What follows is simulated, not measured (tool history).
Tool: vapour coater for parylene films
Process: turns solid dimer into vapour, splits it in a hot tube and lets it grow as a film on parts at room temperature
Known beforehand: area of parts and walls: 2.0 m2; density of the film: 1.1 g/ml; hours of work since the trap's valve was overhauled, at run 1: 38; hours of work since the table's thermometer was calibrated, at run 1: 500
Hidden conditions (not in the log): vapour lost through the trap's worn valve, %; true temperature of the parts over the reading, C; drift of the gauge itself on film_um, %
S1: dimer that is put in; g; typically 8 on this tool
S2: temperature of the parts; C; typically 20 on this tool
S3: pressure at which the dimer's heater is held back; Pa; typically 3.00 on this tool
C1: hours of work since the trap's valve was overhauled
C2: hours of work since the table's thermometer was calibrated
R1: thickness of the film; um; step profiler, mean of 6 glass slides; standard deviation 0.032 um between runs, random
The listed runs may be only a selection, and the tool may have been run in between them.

run 1 hour=0.0 | S1=8 S2=20 S3=3.00 | C1=38 C2=500 | R1=3.10
run 2 hour=39.3 | S1=8 S2=20 S3=3.00 | C1=60 C2=522 | R1=3.05
run 3 hour=75.0 | S1=8 S2=20 S3=3.00 | C1=80 C2=542 | R1=3.05
run 4 hour=118.7 | S1=8 S2=20 S3=3.00 | C1=105 C2=567 | R1=2.96
run 5 hour=161.1 | S1=8 S2=20 S3=3.00 | C1=129 C2=591 | R1=2.98
run 6 hour=210.3 | S1=6 S2=20 S3=3.00 | C1=156 C2=618 | R1=2.19
run 7 hour=255.0 | S1=6 S2=20 S3=3.00 | C1=181 C2=643 | R1=2.12
run 8 hour=290.2 | S1=5 S2=20 S3=3.00 | C1=201 C2=663 | R1=1.77
run 9 hour=329.0 | S1=5 S2=20 S3=3.00 | C1=223 C2=685 | R1=1.81
-- hour=355.6 trap's valve overhauled
run 10 hour=374.1 | S1=5 S2=20 S3=3.00 | C1=10 C2=708 | R1=1.95
run 11 hour=416.0 | S1=8 S2=16 S3=3.00 | C1=34 C2=732 | R1=3.55
run 12 hour=466.4 | S1=8 S2=20 S3=2.70 | C1=62 C2=760 | R1=3.12
run 13 hour=529.8 | S1=8 S2=20 S3=2.70 | C1=98 C2=795 | R1=3.06
run 14 hour=577.8 | S1=8 S2=20 S3=2.70 | C1=125 C2=822 | R1=3.00
run 15 hour=643.8 | S1=8 S2=20 S3=2.70 | C1=162 C2=860 | R1=2.98
run 16 hour=677.7 | S1=8 S2=20 S3=3.00 | C1=181 C2=879 | R1=2.84
run 17 hour=726.3 | S1=3 S2=20 S3=7.31 | C1=208 C2=906 | R1=0.90
-- hour=776.8 trap's valve overhauled
run 18 hour=776.8 | S1=3 S2=20 S3=7.31 | C1=0 C2=932 | R1=0.96
run 19 hour=815.7 | S1=8 S2=15 S3=8.20 | C1=22 C2=954 | R1=3.01
run 20 hour=883.0 | S1=6 S2=15 S3=4.23 | C1=60 C2=992 | R1=2.54
run 21 hour=951.8 | S1=6 S2=15 S3=4.23 | C1=98 C2=1030 | R1=2.52
run 22 hour=1014.2 | S1=8 S2=20 S3=4.45 | C1=133 C2=1065 | R1=2.66
run 23 hour=1077.8 | S1=9 S2=17 S3=5.08 | C1=169 C2=1101 | R1=3.27
run 24 hour=1147.3 | S1=9 S2=17 S3=5.08 | C1=208 C2=1140 | R1=3.17
-- hour=1197.8 trap's valve overhauled
run 25 hour=1212.8 | S1=9 S2=17 S3=5.08 | C1=8 C2=1174 | R1=3.45
run 26 hour=1260.1 | S1=6 S2=29 S3=4.45 | C1=35 C2=1201 | R1=1.44
run 27 hour=1320.2 | S1=7 S2=29 S3=4.45 | C1=69 C2=1235 | R1=1.64
run 28 hour=1358.5 | S1=5 S2=20 S3=3.00 | C1=90 C2=1256 | R1=1.82
run 29 hour=1421.7 | S1=11 S2=20 S3=6.62 | C1=126 C2=1292 | R1=3.35
run 30 hour=1486.2 | S1=11 S2=20 S3=6.62 | C1=162 C2=1328 | R1=3.29
run 31 hour=1550.0 | S1=10 S2=24 S3=2.20 | C1=198 C2=1364 | R1=3.14
-- hour=1619.1 trap's valve overhauled
run 32 hour=1622.7 | S1=10 S2=22 S3=2.20 | C1=2 C2=1402 | R1=3.73

How the hidden state differs across the entries between the runs, from the last listed run before each to the first after it:
Between runs 9 and 10: trap's valve overhauled (hour 355.6)
  vapour lost through the trap's worn valve, %: 9.6 -> 0.5; true temperature of the parts over the reading, C: 0.54 -> 0.56
  measured value less the no-hidden-state value, R1: -0.22 -> -0.06 um
Between runs 17 and 18: trap's valve overhauled (hour 776.8)
  vapour lost through the trap's worn valve, %: 8.4 -> 0.3; true temperature of the parts over the reading, C: 0.76 -> 0.78
  measured value less the no-hidden-state value, R1: -0.11 -> -0.03 um
Between runs 24 and 25: trap's valve overhauled (hour 1197.8)
  vapour lost through the trap's worn valve, %: 9 -> 0.5; true temperature of the parts over the reading, C: 0.98 -> 1.02
  measured value less the no-hidden-state value, R1: -0.45 -> -0.16 um
Between runs 31 and 32: trap's valve overhauled (hour 1619.1)
  vapour lost through the trap's worn valve, %: 8.4 -> 0.4; true temperature of the parts over the reading, C: 1.21 -> 1.24
  measured value less the no-hidden-state value, R1: -0.46 -> -0.21 um
